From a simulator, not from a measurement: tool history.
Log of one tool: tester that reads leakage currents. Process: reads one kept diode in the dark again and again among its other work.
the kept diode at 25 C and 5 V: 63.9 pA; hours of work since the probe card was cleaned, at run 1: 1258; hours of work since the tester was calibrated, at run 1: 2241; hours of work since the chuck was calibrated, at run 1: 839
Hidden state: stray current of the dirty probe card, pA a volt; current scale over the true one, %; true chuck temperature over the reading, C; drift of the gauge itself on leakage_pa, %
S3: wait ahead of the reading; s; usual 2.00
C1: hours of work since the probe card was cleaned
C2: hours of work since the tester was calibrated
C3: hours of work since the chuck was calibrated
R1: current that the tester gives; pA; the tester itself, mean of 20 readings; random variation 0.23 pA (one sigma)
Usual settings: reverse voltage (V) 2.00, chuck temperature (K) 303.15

Run 1, hour 0.0: usual settings; C1 1258; C2 2241; C3 839. Result: R1 83.86 pA.
Run 2, hour 213.5: usual settings; C1 1419; C2 2402; C3 1000. Result: R1 85.23 pA.
Run 3, hour 407.0: usual settings; C1 1565; C2 2548; C3 1146. Result: R1 86.64 pA.
Run 4, hour 601.6: usual settings but reverse voltage (V) 4.23; C1 1712; C2 2695; C3 1293. Result: R1 115.26 pA.
Run 5, hour 788.9: usual settings but reverse voltage (V) 4.23; C1 1853; C2 2836; C3 1434. Result: R1 117.46 pA.
At hour 825.3: tester calibrated.
Run 6, hour 1019.1: usual settings; C1 2025; C2 146; C3 1606. Result: R1 91.37 pA.
Run 7, hour 1125.5: usual settings; C1 2105; C2 226; C3 1686. Result: R1 92.41 pA.
Run 8, hour 1322.0: usual settings; C1 2253; C2 374; C3 1834. Result: R1 94.16 pA.
Run 9, hour 1453.0: usual settings; C1 2352; C2 473; C3 1933. Result: R1 94.86 pA.
At hour 1542.6: chuck's temperature calibrated.
Run 10, hour 1559.0: usual settings; C1 2430; C2 552; C3 12. Result: R1 77.55 pA.
Run 11, hour 1733.1: usual settings; C1 2562; C2 683; C3 144. Result: R1 78.45 pA.
Run 12, hour 1931.1: usual settings but S3 1.02 s; C1 2711; C2 832; C3 293. Result: R1 80.55 pA.
Run 13, hour 2122.0: usual settings but S3 1.02 s; C1 2855; C2 976; C3 437. Result: R1 82.05 pA.
Run 14, hour 2291.7: usual settings but S3 1.02 s; C1 2983; C2 1104; C3 565. Result: R1 83.39 pA.
Run 15, hour 2394.7: usual settings but reverse voltage (V) 5.71, chuck temperature (K) 298.15, S3 0.34 s; C1 3060; C2 1182; C3 642. Result: R1 85.17 pA.
Run 16, hour 2585.7: usual settings but reverse voltage (V) 1.50, chuck temperature (K) 298.15, S3 0.34 s; C1 3204; C2 1326; C3 786. Result: R1 50.27 pA.
Run 17, hour 2750.3: usual settings but S3 3.72 s; C1 3328; C2 1450; C3 910. Result: R1 86.49 pA.
Run 18, hour 2852.1: usual settings but S3 3.72 s; C1 3405; C2 1526; C3 987. Result: R1 87.11 pA.
Run 19, hour 3026.9: usual settings but S3 3.72 s; C1 3537; C2 1658; C3 1119. Result: R1 88.26 pA.
Run 20, hour 3145.1: usual settings but reverse voltage (V) 14.07, S3 0.65 s; C1 3626; C2 1747; C3 1208. Result: R1 197.52 pA.
At hour 3252.5: probe card cleaned and baked.
Run 21, hour 3263.5: usual settings but reverse voltage (V) 5.62, chuck temperature (K) 308.15, S3 1.05 s; C1 8; C2 1834; C3 1295. Result: R1 188.36 pA.
Run 22, hour 3451.5: usual settings but reverse voltage (V) 5.62, chuck temperature (K) 308.15, S3 1.05 s; C1 150; C2 1976; C3 1437. Result: R1 192.97 pA.

5 ways to go on from here, each from the tool as it stands after run 22. What would each give?
Run A, hour 3624.0: usual settings but reverse voltage (V) 5.62, chuck temperature (K) 308.15, S3 4.28 s; C1 280; C2 2106; C3 1567. Result: R1 ?.
Run B, hour 3624.0: usual settings but reverse voltage (V) 8.14, chuck temperature (K) 304.15, S3 1.79 s; C1 280; C2 2106; C3 1567. Result: R1 ?.
Run C, hour 3624.0: usual settings but chuck temperature (K) 299.15, S3 1.59 s; C1 280; C2 2106; C3 1567. Result: R1 ?.
Run D, hour 3624.0: usual settings but reverse voltage (V) 1.98, S3 0.65 s; C1 280; C2 2106; C3 1567. Result: R1 ?.
Run E, hour 3624.0: usual settings but reverse voltage (V) 13.15, chuck temperature (K) 308.15, S3 1.05 s; C1 280; C2 2106; C3 1567. Result: R1 ?.

run      R1
  A  194.37
  B  156.73
  C   62.41
  D   88.85
  E  261.37
Without the tool's hidden state the same runs would have given:
run      R1
  A  163.88
  B  131.13
  C   52.09
  D   74.66
  E  219.78
